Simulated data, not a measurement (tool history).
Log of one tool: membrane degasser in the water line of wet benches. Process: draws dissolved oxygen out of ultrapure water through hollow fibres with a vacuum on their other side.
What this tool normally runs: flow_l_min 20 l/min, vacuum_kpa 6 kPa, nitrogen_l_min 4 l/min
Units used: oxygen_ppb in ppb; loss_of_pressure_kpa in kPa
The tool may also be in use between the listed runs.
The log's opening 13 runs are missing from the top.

Run 14, hour 732.1: usual settings but vacuum_kpa 4.73 kPa. Result: oxygen_ppb 244.8 ppb, loss_of_pressure_kpa 69.25 kPa.
Run 15, hour 794.9: usual settings but vacuum_kpa 4.73 kPa. Result: oxygen_ppb 247.3 ppb, loss_of_pressure_kpa 69.49 kPa.
Run 16, hour 839.2: usual settings but vacuum_kpa 4.73 kPa, nitrogen_l_min 6.69 l/min. Result: oxygen_ppb 234.9 ppb, loss_of_pressure_kpa 69.37 kPa.
Run 17, hour 905.2: usual settings but vacuum_kpa 4.73 kPa, nitrogen_l_min 6.69 l/min. Result: oxygen_ppb 238.2 ppb, loss_of_pressure_kpa 69.15 kPa.
Run 18, hour 948.1: usual settings but vacuum_kpa 12.54 kPa. Result: oxygen_ppb 334.5 ppb, loss_of_pressure_kpa 69.9 kPa.
Run 19, hour 1004.3: usual settings but flow_l_min 17 l/min, vacuum_kpa 4.61 kPa, nitrogen_l_min 10.81 l/min. Result: oxygen_ppb 156.3 ppb, loss_of_pressure_kpa 59.07 kPa.
At hour 1011: vacuum gauge calibrated.
Run 20, hour 1054.6: usual settings but flow_l_min 15 l/min, vacuum_kpa 4.61 kPa, nitrogen_l_min 4.75 l/min. Result: oxygen_ppb 118.6 ppb, loss_of_pressure_kpa 52.34 kPa.
Run 21, hour 1084.7: usual settings but flow_l_min 13 l/min, vacuum_kpa 4.61 kPa, nitrogen_l_min 4.75 l/min. Result: oxygen_ppb 80.4 ppb, loss_of_pressure_kpa 45.08 kPa.
Run 22, hour 1151.4: usual settings but flow_l_min 18 l/min, vacuum_kpa 8.87 kPa, nitrogen_l_min 2.3 l/min. Result: oxygen_ppb 284.1 ppb, loss_of_pressure_kpa 61.91 kPa.
Run 23, hour 1181.6: usual settings but flow_l_min 18 l/min, vacuum_kpa 8.87 kPa, nitrogen_l_min 2.3 l/min. Result: oxygen_ppb 285 ppb, loss_of_pressure_kpa 63 kPa.
Run 24, hour 1250.5: usual settings but flow_l_min 31 l/min, vacuum_kpa 11.82 kPa. Result: oxygen_ppb 725 ppb, loss_of_pressure_kpa 107.48 kPa.
At hour 1300.4: vacuum gauge calibrated, once more.
Run 25, hour 1309.4: usual settings but flow_l_min 31 l/min, vacuum_kpa 11.82 kPa. Result: oxygen_ppb 706.2 ppb, loss_of_pressure_kpa 107.55 kPa.
Run 26, hour 1351.6: usual settings but flow_l_min 18 l/min, vacuum_kpa 5.18 kPa, nitrogen_l_min 3.53 l/min. Result: oxygen_ppb 198.3 ppb, loss_of_pressure_kpa 62.53 kPa.
Run 27, hour 1383.7: usual settings but flow_l_min 15 l/min, vacuum_kpa 4.47 kPa, nitrogen_l_min 11.42 l/min. Result: oxygen_ppb 110.4 ppb, loss_of_pressure_kpa 52.09 kPa.
Run 28, hour 1412.8: usual settings but flow_l_min 21 l/min, vacuum_kpa 4.85 kPa, nitrogen_l_min 8.73 l/min. Result: oxygen_ppb 270.4 ppb, loss_of_pressure_kpa 73.53 kPa.
Run 29, hour 1451.4: usual settings but flow_l_min 21 l/min, vacuum_kpa 4.85 kPa, nitrogen_l_min 8.73 l/min. Result: oxygen_ppb 266.7 ppb, loss_of_pressure_kpa 73.45 kPa.
Run 30, hour 1493.9: usual settings but flow_l_min 16 l/min, vacuum_kpa 6.07 kPa, nitrogen_l_min 2.86 l/min. Result: oxygen_ppb 166.1 ppb, loss_of_pressure_kpa 55.58 kPa.
Run 31, hour 1546.7: usual settings but flow_l_min 16 l/min, vacuum_kpa 13.75 kPa, nitrogen_l_min 2.86 l/min. Result: oxygen_ppb 266.9 ppb, loss_of_pressure_kpa 55.6 kPa.
Run 32, hour 1595.6: usual settings but flow_l_min 22 l/min, vacuum_kpa 13.75 kPa, nitrogen_l_min 2.68 l/min. Result: oxygen_ppb 474 ppb, loss_of_pressure_kpa 76.8 kPa.
Run 33, hour 1643.9: usual settings but flow_l_min 22 l/min, vacuum_kpa 13.75 kPa, nitrogen_l_min 2.68 l/min. Result: oxygen_ppb 480.3 ppb, loss_of_pressure_kpa 76.52 kPa.

Alternative continuations, all from the tool just after run 33; predict every row:
Run A, hour 1708.9: usual settings but flow_l_min 14 l/min. Result: oxygen_ppb ?, loss_of_pressure_kpa ?.
Run B, hour 1708.9: usual settings but nitrogen_l_min 9.09 l/min. Result: oxygen_ppb ?, loss_of_pressure_kpa ?.
Run C, hour 1708.9: usual settings but flow_l_min 12 l/min. Result: oxygen_ppb ?, loss_of_pressure_kpa ?.

run  oxygen_ppb  loss_of_pressure_kpa
  A       109.9                 48.73
  B       245.7                 69.75
  C        71.7                 41.74
The same runs, with their run-to-run variation unchanged, on a tool lacking any hidden condition would have given:
run  oxygen_ppb  loss_of_pressure_kpa
  A       106.6                 48.38
  B       239.7                 69.26
  C        69.4                 41.45

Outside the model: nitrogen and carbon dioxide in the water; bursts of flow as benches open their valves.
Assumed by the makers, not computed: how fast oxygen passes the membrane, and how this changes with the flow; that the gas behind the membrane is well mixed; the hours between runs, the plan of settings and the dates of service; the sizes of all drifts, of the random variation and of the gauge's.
